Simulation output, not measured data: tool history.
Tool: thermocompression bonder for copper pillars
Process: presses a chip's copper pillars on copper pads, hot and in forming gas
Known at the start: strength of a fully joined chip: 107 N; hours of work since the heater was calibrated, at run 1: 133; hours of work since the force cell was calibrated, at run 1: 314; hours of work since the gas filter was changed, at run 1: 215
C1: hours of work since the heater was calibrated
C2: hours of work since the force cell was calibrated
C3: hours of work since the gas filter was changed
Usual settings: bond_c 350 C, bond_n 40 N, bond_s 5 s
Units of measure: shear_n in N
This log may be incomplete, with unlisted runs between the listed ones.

Run 1, hour 0.0: usual settings; C1 133; C2 314; C3 215. Result: shear_n 41.3 N.
Run 2, hour 13.0: usual settings but bond_s 7 s; C1 140; C2 321; C3 222. Result: shear_n 46.8 N.
Run 3, hour 18.6: usual settings but bond_s 7 s; C1 143; C2 324; C3 225. Result: shear_n 46.8 N.
Run 4, hour 25.3: usual settings but bond_s 11 s; C1 146; C2 327; C3 228. Result: shear_n 55.1 N.
At hour 28.4: forming gas filter changed.
Run 5, hour 35.3: usual settings but bond_s 11 s; C1 151; C2 332; C3 4. Result: shear_n 55.0 N.
Run 6, hour 44.9: usual settings but bond_s 11 s; C1 156; C2 337; C3 8. Result: shear_n 54.9 N.
Run 7, hour 52.9: usual settings but bond_s 11 s; C1 160; C2 341; C3 13. Result: shear_n 54.8 N.
Run 8, hour 64.0: usual settings but bond_s 11 s; C1 166; C2 347; C3 18. Result: shear_n 54.6 N.
Run 9, hour 70.4: usual settings; C1 169; C2 350; C3 22. Result: shear_n 41.5 N.
Run 10, hour 83.5: usual settings; C1 176; C2 357; C3 28. Result: shear_n 41.5 N.
Run 11, hour 94.1: usual settings but bond_s 9 s; C1 181; C2 362; C3 34. Result: shear_n 51.6 N.
Run 12, hour 101.5: usual settings but bond_s 9 s; C1 185; C2 366; C3 38. Result: shear_n 51.3 N.
Run 13, hour 109.5: usual settings but bond_s 9 s; C1 189; C2 370; C3 42. Result: shear_n 51.4 N.
Run 14, hour 117.0: usual settings but bond_s 9 s; C1 193; C2 374; C3 46. Result: shear_n 51.6 N.
Run 15, hour 125.8: usual settings but bond_s 9 s; C1 198; C2 379; C3 50. Result: shear_n 51.8 N.
Run 16, hour 137.2: usual settings but bond_s 12 s; C1 203; C2 384; C3 56. Result: shear_n 56.9 N.
Run 17, hour 147.6: usual settings but bond_s 12 s; C1 209; C2 390; C3 61. Result: shear_n 56.4 N.
Run 18, hour 154.0: usual settings but bond_s 12 s; C1 212; C2 393; C3 65. Result: shear_n 57.0 N.
Run 19, hour 166.6: usual settings but bond_s 12 s; C1 219; C2 400; C3 71. Result: shear_n 56.9 N.
Run 20, hour 173.8: usual settings but bond_c 376 C, bond_s 8 s; C1 222; C2 403; C3 75. Result: shear_n 60.9 N.
Run 21, hour 186.1: usual settings but bond_c 349 C, bond_n 31 N, bond_s 9 s; C1 229; C2 410; C3 81. Result: shear_n 38.6 N.
Run 22, hour 196.2: usual settings but bond_c 325 C, bond_n 37 N, bond_s 8 s; C1 234; C2 415; C3 86. Result: shear_n 36.0 N.
Run 23, hour 205.4: usual settings but bond_c 351 C, bond_n 37 N, bond_s 3 s; C1 238; C2 419; C3 91. Result: shear_n 31.0 N.
Run 24, hour 216.8: usual settings but bond_c 333 C, bond_n 51 N; C1 244; C2 425; C3 97. Result: shear_n 46.4 N.
Run 25, hour 224.2: usual settings but bond_c 333 C, bond_n 51 N; C1 248; C2 429; C3 101. Result: shear_n 46.6 N.
Run 26, hour 236.0: usual settings but bond_c 337 C, bond_n 44 N, bond_s 7 s; C1 254; C2 435; C3 107. Result: shear_n 46.7 N.
Run 27, hour 245.5: usual settings but bond_c 373 C, bond_n 35 N, bond_s 13 s; C1 259; C2 440; C3 112. Result: shear_n 60.6 N.
Run 28, hour 256.6: usual settings but bond_c 373 C, bond_n 35 N, bond_s 13 s; C1 265; C2 446; C3 117. Result: shear_n 60.4 N.
Run 29, hour 264.7: usual settings but bond_c 349 C, bond_n 42 N; C1 269; C2 450; C3 121. Result: shear_n 42.8 N.
Run 30, hour 276.8: usual settings but bond_c 349 C, bond_n 42 N; C1 275; C2 456; C3 128. Result: shear_n 43.3 N.
Run 31, hour 287.5: usual settings but bond_n 28 N, bond_s 6 s; C1 281; C2 462; C3 133. Result: shear_n 28.7 N.
Run 32, hour 296.5: usual settings but bond_n 28 N, bond_s 6 s; C1 285; C2 466; C3 138. Result: shear_n 28.7 N.
Run 33, hour 308.7: usual settings but bond_n 25 N; C1 292; C2 473; C3 144. Result: shear_n 23.2 N.
Run 34, hour 320.5: usual settings but bond_c 366 C, bond_n 27 N; C1 298; C2 479; C3 150. Result: shear_n 29.8 N.
Run 35, hour 327.5: usual settings but bond_c 366 C, bond_n 27 N; C1 301; C2 482; C3 154. Result: shear_n 29.7 N.
Run 36, hour 339.1: usual settings but bond_s 8 s; C1 307; C2 488; C3 160. Result: shear_n 49.1 N.
Run 37, hour 350.8: usual settings but bond_c 325 C; C1 313; C2 494; C3 166. Result: shear_n 32.2 N.

How the hidden state differs across the entries between the runs, from the last listed run before each to the first after it:
In the gap between runs 4 and 5: forming gas filter changed (hour 28.4)
  oxide that the forming gas leaves, % of the face: 0.69 -> 0.5
